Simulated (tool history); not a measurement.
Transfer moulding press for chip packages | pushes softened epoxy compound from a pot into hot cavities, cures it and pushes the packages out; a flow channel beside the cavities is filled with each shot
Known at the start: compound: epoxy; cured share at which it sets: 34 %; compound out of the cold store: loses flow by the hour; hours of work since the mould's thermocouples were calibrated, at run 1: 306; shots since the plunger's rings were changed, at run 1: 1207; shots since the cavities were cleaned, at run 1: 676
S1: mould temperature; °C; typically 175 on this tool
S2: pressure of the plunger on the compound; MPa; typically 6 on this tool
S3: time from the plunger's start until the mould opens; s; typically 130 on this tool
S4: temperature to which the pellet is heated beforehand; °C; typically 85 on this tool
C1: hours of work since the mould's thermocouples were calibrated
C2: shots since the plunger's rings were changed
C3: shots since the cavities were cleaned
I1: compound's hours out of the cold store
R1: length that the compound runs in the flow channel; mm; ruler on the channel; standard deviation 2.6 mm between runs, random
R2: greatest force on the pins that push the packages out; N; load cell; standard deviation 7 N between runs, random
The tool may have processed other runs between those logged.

run 1 hour=0 | S1=175 S2=6 S3=130 S4=85 | C1=306 C2=1207 C3=676 | I1=24.8 | R1=770 R2=498
run 2 hour=6.5 | S1=175 S2=6 S3=130 S4=85 | C1=312 C2=1285 C3=754 | I1=8.1 | R1=814 R2=505
run 3 hour=14.1 | S1=175 S2=6 S3=130 S4=85 | C1=318 C2=1377 C3=846 | I1=14.6 | R1=797 R2=526
run 4 hour=20.2 | S1=175 S2=6 S3=130 S4=85 | C1=322 C2=1450 C3=919 | I1=35.7 | R1=743 R2=510
run 5 hour=31.1 | S1=175 S2=6 S3=130 S4=85 | C1=331 C2=1581 C3=1050 | I1=21.6 | R1=777 R2=540
-- hour=33.8 cavities cleaned with cleaning compound and waxed
run 6 hour=39.3 | S1=175 S2=6 S3=130 S4=85 | C1=336 C2=1662 C3=67 | I1=15.3 | R1=790 R2=309
run 7 hour=51.1 | S1=181 S2=6 S3=130 S4=85 | C1=346 C2=1804 C3=209 | I1=8.5 | R1=779 R2=310
run 8 hour=62.7 | S1=175 S2=6 S3=130 S4=93 | C1=355 C2=1943 C3=348 | I1=30.9 | R1=745 R2=392
run 9 hour=69.9 | S1=174 S2=6 S3=130 S4=85 | C1=360 C2=2030 C3=435 | I1=44.3 | R1=719 R2=425
run 10 hour=79 | S1=174 S2=6 S3=130 S4=85 | C1=368 C2=2140 C3=545 | I1=45.6 | R1=718 R2=460
run 11 hour=87.6 | S1=174 S2=6 S3=130 S4=85 | C1=374 C2=2243 C3=648 | I1=44.7 | R1=721 R2=482
run 12 hour=93.7 | S1=174 S2=6 S3=130 S4=85 | C1=379 C2=2316 C3=721 | I1=41.6 | R1=724 R2=492
run 13 hour=106.2 | S1=174 S2=6 S3=130 S4=85 | C1=389 C2=2467 C3=872 | I1=37.4 | R1=736 R2=515
run 14 hour=112.7 | S1=180 S2=6 S3=130 S4=85 | C1=394 C2=2545 C3=950 | I1=35.6 | R1=716 R2=453
run 15 hour=119.8 | S1=175 S2=6 S3=130 S4=85 | C1=400 C2=2630 C3=1035 | I1=17.6 | R1=778 R2=528
-- hour=124.5 cavities cleaned with cleaning compound and waxed
run 16 hour=130.3 | S1=175 S2=6 S3=130 S4=85 | C1=407 C2=2738 C3=70 | I1=25.4 | R1=758 R2=306
run 17 hour=142.8 | S1=175 S2=6 S3=130 S4=85 | C1=417 C2=2889 C3=221 | I1=12.6 | R1=787 R2=364
-- hour=145.4 mould's thermocouples calibrated
run 18 hour=153 | S1=175 S2=7.24 S3=130 S4=94 | C1=6 C2=2987 C3=319 | I1=42.1 | R1=780 R2=392
run 19 hour=159 | S1=175 S2=6 S3=121 S4=81 | C1=11 C2=3060 C3=392 | I1=33.1 | R1=736 R2=449
run 20 hour=167.4 | S1=175 S2=5.64 S3=150 S4=81 | C1=17 C2=3161 C3=493 | I1=18.8 | R1=755 R2=389
run 21 hour=174.1 | S1=175 S2=4.52 S3=131 S4=85 | C1=23 C2=3241 C3=573 | I1=23.5 | R1=654 R2=433
-- hour=183.2 plunger's sealing rings changed
-- hour=188.1 mould's thermocouples calibrated, once more
run 22 hour=191.3 | S1=175 S2=5.94 S3=130 S4=77 | C1=3 C2=73 C3=725 | I1=37.5 | R1=745 R2=477
run 23 hour=202.7 | S1=175 S2=5.94 S3=130 S4=77 | C1=12 C2=210 C3=862 | I1=16.8 | R1=792 R2=517
run 24 hour=213.3 | S1=175 S2=6 S3=130 S4=87 | C1=20 C2=337 C3=989 | I1=15.6 | R1=795 R2=530
-- hour=220.9 cavities cleaned with cleaning compound and waxed
run 25 hour=221 | S1=175 S2=6 S3=122 S4=87 | C1=25 C2=413 C3=2 | I1=23.4 | R1=778 R2=311
run 26 hour=231.1 | S1=181 S2=6 S3=130 S4=93 | C1=33 C2=534 C3=123 | I1=38.3 | R1=715 R2=282
run 27 hour=243 | S1=173 S2=6.29 S3=117 S4=90 | C1=42 C2=677 C3=266 | I1=35 | R1=773 R2=488
run 28 hour=251.2 | S1=175 S2=6 S3=130 S4=78 | C1=49 C2=776 C3=365 | I1=47.2 | R1=718 R2=415
run 29 hour=259.9 | S1=170 S2=5.08 S3=132 S4=93 | C1=55 C2=880 C3=469 | I1=39.2 | R1=693 R2=523

Consider 4 possible next runs. They are alternatives, not a sequence: every one starts from the tool as it was left by run 29. What does each give?
run A hour=266.2 | S1=170 S2=5.08 S3=132 S4=77 | C1=60 C2=957 C3=546 | I1=24.1 | R1=? R2=?
run B hour=266.2 | S1=170 S2=5.66 S3=132 S4=88 | C1=60 C2=957 C3=546 | I1=17.7 | R1=? R2=?
run C hour=266.2 | S1=170 S2=5.08 S3=117 S4=93 | C1=60 C2=957 C3=546 | I1=22.9 | R1=? R2=?
run D hour=266.2 | S1=170 S2=5.35 S3=132 S4=93 | C1=60 C2=957 C3=546 | I1=34.4 | R1=? R2=?

run=A R1=730 R2=583
run=B R1=788 R2=581
run=C R1=736 R2=719
run=D R1=730 R2=553
The same runs, with their run-to-run variation unchanged, on a tool lacking any hidden condition would have given:
run=A R1=737 R2=367
run=B R1=795 R2=363
run=C R1=742 R2=451
run=D R1=737 R2=347
